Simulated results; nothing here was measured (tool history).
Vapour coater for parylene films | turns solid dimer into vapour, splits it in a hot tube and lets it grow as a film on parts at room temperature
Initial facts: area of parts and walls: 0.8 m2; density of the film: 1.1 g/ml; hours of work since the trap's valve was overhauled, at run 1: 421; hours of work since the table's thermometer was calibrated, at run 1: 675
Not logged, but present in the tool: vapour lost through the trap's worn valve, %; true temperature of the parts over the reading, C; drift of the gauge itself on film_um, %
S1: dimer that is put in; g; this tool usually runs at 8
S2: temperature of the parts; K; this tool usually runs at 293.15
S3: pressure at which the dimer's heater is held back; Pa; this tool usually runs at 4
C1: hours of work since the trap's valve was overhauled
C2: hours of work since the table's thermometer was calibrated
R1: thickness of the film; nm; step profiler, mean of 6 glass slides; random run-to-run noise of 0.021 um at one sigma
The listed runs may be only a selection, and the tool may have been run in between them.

Run 1, hour 0: usual settings; C1 421; C2 675. Result: R1 5460 nm.
Run 2, hour 34: usual settings; C1 445; C2 699. Result: R1 5440 nm.
Run 3, hour 48.4: usual settings but S2 304.15 K; C1 455; C2 709. Result: R1 3230 nm.
Run 4, hour 70.6: usual settings but S2 304.15 K; C1 471; C2 725. Result: R1 3260 nm.
Run 5, hour 92.3: usual settings but S2 304.15 K; C1 486; C2 740. Result: R1 3240 nm.
Run 6, hour 113.3: usual settings but S2 304.15 K; C1 501; C2 755. Result: R1 3220 nm.
Run 7, hour 140.5: usual settings but S2 304.15 K, S3 4.47 Pa; C1 521; C2 775. Result: R1 3140 nm.
Run 8, hour 164.1: usual settings but S2 304.15 K, S3 4.47 Pa; C1 537; C2 791. Result: R1 3170 nm.
Run 9, hour 183.3: usual settings; C1 551; C2 805. Result: R1 5390 nm.
At hour 193.6: trap's valve overhauled.
Run 10, hour 219.2: usual settings; C1 18; C2 828. Result: R1 5210 nm.
Run 11, hour 239.6: usual settings; C1 33; C2 842. Result: R1 5220 nm.
At hour 251.7: table's thermometer calibrated.
Run 12, hour 257.5: usual settings; C1 45; C2 4. Result: R1 4980 nm.
Run 13, hour 274.2: usual settings; C1 57; C2 16. Result: R1 4980 nm.
Run 14, hour 301.3: usual settings but S1 11 g; C1 76; C2 35. Result: R1 6860 nm.
Run 15, hour 332.3: usual settings but S1 4 g, S3 3.03 Pa; C1 98; C2 57. Result: R1 2620 nm.
Run 16, hour 347.2: usual settings but S2 290.15 K; C1 109; C2 68. Result: R1 5730 nm.
Run 17, hour 369.4: usual settings but S2 290.15 K; C1 124; C2 84. Result: R1 5730 nm.
At hour 385.6: trap's valve overhauled, once more.
Run 18, hour 406.6: usual settings but S2 290.15 K; C1 15; C2 107. Result: R1 6350 nm.
Run 19, hour 435.3: usual settings but S2 290.15 K; C1 35; C2 128. Result: R1 6310 nm.
Run 20, hour 460.9: usual settings but S1 4 g, S2 297.15 K, S3 3.91 Pa; C1 54; C2 146. Result: R1 2290 nm.
Run 21, hour 485.3: usual settings but S1 4 g, S2 289.15 K, S3 3.91 Pa; C1 71; C2 163. Result: R1 3310 nm.
Run 22, hour 506.4: usual settings but S1 4 g, S2 291.15 K, S3 2.99 Pa; C1 86; C2 178. Result: R1 3210 nm.
Run 23, hour 528.8: usual settings but S1 5 g, S2 300.15 K; C1 102; C2 194. Result: R1 2470 nm.
Run 24, hour 545.5: usual settings but S1 7 g, S2 301.15 K, S3 10.05 Pa; C1 114; C2 206. Result: R1 2800 nm.

5 options for the next run, each taken on its own from the tool as it stands now. Forecast them:
Run A, hour 569.7: usual settings but S1 6 g, S2 295.15 K, S3 10.05 Pa; C1 131; C2 224. Result: R1 ?.
Run B, hour 569.7: usual settings but S1 7 g, S2 301.15 K, S3 9.01 Pa; C1 131; C2 224. Result: R1 ?.
Run C, hour 569.7: usual settings but S1 6 g, S2 291.15 K, S3 6.08 Pa; C1 131; C2 224. Result: R1 ?.
Run D, hour 569.7: usual settings but S1 7 g, S2 289.15 K, S3 10.05 Pa; C1 131; C2 224. Result: R1 ?.
Run E, hour 569.7: usual settings but S1 12 g, S2 302.15 K; C1 131; C2 224. Result: R1 ?.

run    R1
  A  3180
  B  2860
  C  4200
  D  4910
  E  5400
Without the tool's unlogged condition, the same runs would have read:
run    R1
  A  3200
  B  2880
  C  4240
  D  4950
  E  5440
